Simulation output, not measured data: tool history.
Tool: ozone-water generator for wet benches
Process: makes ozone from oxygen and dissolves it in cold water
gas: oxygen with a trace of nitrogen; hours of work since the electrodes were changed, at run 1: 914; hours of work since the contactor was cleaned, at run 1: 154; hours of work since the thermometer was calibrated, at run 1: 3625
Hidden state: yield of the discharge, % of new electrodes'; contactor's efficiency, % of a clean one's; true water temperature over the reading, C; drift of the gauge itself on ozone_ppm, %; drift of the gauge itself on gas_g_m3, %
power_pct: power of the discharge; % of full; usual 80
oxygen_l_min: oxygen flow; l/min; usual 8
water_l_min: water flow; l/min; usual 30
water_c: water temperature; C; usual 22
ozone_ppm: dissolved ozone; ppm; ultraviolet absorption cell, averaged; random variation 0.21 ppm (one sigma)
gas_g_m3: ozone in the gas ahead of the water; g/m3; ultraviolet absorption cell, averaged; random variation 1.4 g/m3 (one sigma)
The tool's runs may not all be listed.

| run | hour | power_pct | oxygen_l_min | water_l_min | water_c | hours of work since the electrodes were changed | hours of work since the contactor was cleaned | hours of work since the thermometer was calibrated | ozone_ppm | gas_g_m3 |
|---|---|---|---|---|---|---|---|---|---|---|
| 1 | 0 | 80 | 8 | 30 | 22 | 914 | 154 | 3625 | 30.2 | 264.1 |
| 2 | 31.8 | 80 | 8 | 30 | 22 | 941 | 181 | 3652 | 30.3 | 267.1 |
| 3 | 66.5 | 52 | 8 | 30 | 22 | 970 | 209 | 3681 | 24.2 | 214 |
| 4 | 124.5 | 80 | 8 | 30 | 22 | 1018 | 258 | 3729 | 30.2 | 267.2 |
| 5 | 169.4 | 80 | 8 | 30 | 22 | 1056 | 295 | 3766 | 30.1 | 266.1 |
| 6 | 204.1 | 80 | 8 | 30 | 22 | 1085 | 324 | 3795 | 30.3 | 264.6 |
| 7 | 263.1 | 80 | 8 | 30 | 22 | 1134 | 374 | 3845 | 30 | 266 |
| 8 | 301.7 | 80 | 8 | 30 | 22 | 1166 | 406 | 3877 | 30.2 | 264.2 |
| 9 | 348.6 | 58 | 8 | 30 | 23 | 1206 | 445 | 3916 | 25 | 227.6 |
|  | 355.6 | water thermometer calibrated |
| 10 | 379.3 | 58 | 8 | 30 | 23 | 1231 | 470 | 20 | 25.2 | 226.7 |
| 11 | 446.1 | 64 | 6.4 | 34 | 21 | 1287 | 526 | 76 | 24.2 | 265.1 |
| 12 | 512.6 | 73 | 12.66 | 34 | 17 | 1342 | 582 | 131 | 28 | 198.3 |
| 13 | 578.6 | 73 | 12.66 | 34 | 21 | 1397 | 637 | 186 | 25.9 | 199.3 |
| 14 | 649.3 | 57 | 4.66 | 30 | 18 | 1456 | 696 | 245 | 25.6 | 294.2 |
| 15 | 719.9 | 57 | 4.66 | 42 | 16 | 1515 | 755 | 304 | 18.5 | 296 |
|  | 750.8 | water thermometer calibrated, once more |
| 16 | 751.9 | 57 | 5.9 | 26 | 21 | 1542 | 781 | 1 | 28.5 | 260.9 |

Some steps in ozone_ppm between neighbouring runs. How much of each would the tool show without its hidden state too (settings, what came in, random variation), and how much is left for the hidden state, with any gauge scatter that isn't in both results?
Run 3 -> 4: power_pct 52 -> 80. ozone_ppm +6 ppm: hidden state -0.2, all else +6.2.
Run 15 -> 16: oxygen_l_min 4.66 -> 5.9, water_l_min 42 -> 26, water_c 16 -> 21, water thermometer calibrated, once more. ozone_ppm +10 ppm: hidden state -0.2, all else +10.2.
